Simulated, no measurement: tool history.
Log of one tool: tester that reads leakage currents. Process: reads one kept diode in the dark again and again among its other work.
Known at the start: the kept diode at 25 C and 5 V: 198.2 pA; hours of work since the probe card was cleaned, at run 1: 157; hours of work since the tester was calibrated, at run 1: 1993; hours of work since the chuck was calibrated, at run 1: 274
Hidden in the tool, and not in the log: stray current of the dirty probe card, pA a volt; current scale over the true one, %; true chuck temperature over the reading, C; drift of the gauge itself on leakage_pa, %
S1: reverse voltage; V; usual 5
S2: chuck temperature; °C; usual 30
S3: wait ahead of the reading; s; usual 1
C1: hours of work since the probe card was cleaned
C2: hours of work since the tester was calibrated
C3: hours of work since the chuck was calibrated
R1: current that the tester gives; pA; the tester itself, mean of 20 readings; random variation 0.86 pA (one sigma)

run	day	S1	S2	S3	C1	C2	C3	R1
1	0	5	30	1	157	1993	274	289.46
2	3.858	9.71	30	1	212	2049	330	404.17
3	6.825	9.71	30	1	255	2091	372	407.32
4	10.762	5	30	1	312	2148	429	292.64
5	12.654	5	30	1	339	2175	456	294.43
6	16.592	5	30	1	395	2232	513	294.85
7	19.5	5	41	1	437	2274	555	621.92
8	21.3	5	41	1	463	2299	581	625.03
9	25.446	5	22	1	523	2359	640	169.01
10	28.421	5	22	1	566	2402	683	168.75
11	31.125	5	22	1	604	2441	722	171.49
# day 32.112: chuck's temperature calibrated
12	33.696	1.97	22	0.36	640	2477	23	102.44
13	37.204	12.42	54	0.78	691	2527	73	2161.63
14	40.6	12.42	54	0.78	740	2576	122	2171.62
15	43.662	1.68	30	8.5	784	2620	166	168.33
16	46.117	7.41	37	0.76	819	2655	201	569.37
17	48.742	7.41	37	0.76	857	2693	239	573.9
18	51.412	2.01	37	0.76	895	2731	278	300.96
19	55.3	3.68	41	1.98	951	2787	333	529.99
20	58.908	5	30	1.71	1003	2839	385	292.74
21	62.371	9.2	27	5.12	1053	2889	435	327.16

3 ways to go on from here, each from the tool as it stands after run 21. What would each give?
A	66.646	1.65	28	6.47	1114	2950	497	?
B	66.646	8.18	59	6.63	1114	2950	497	?
C	66.646	9.2	33	5.12	1114	2950	497	?

run	R1
A	148.42
B	2416
C	494.56
Without the tool's hidden state the same runs would have given:
run	R1
A	143.14
B	2363.8
C	473.61

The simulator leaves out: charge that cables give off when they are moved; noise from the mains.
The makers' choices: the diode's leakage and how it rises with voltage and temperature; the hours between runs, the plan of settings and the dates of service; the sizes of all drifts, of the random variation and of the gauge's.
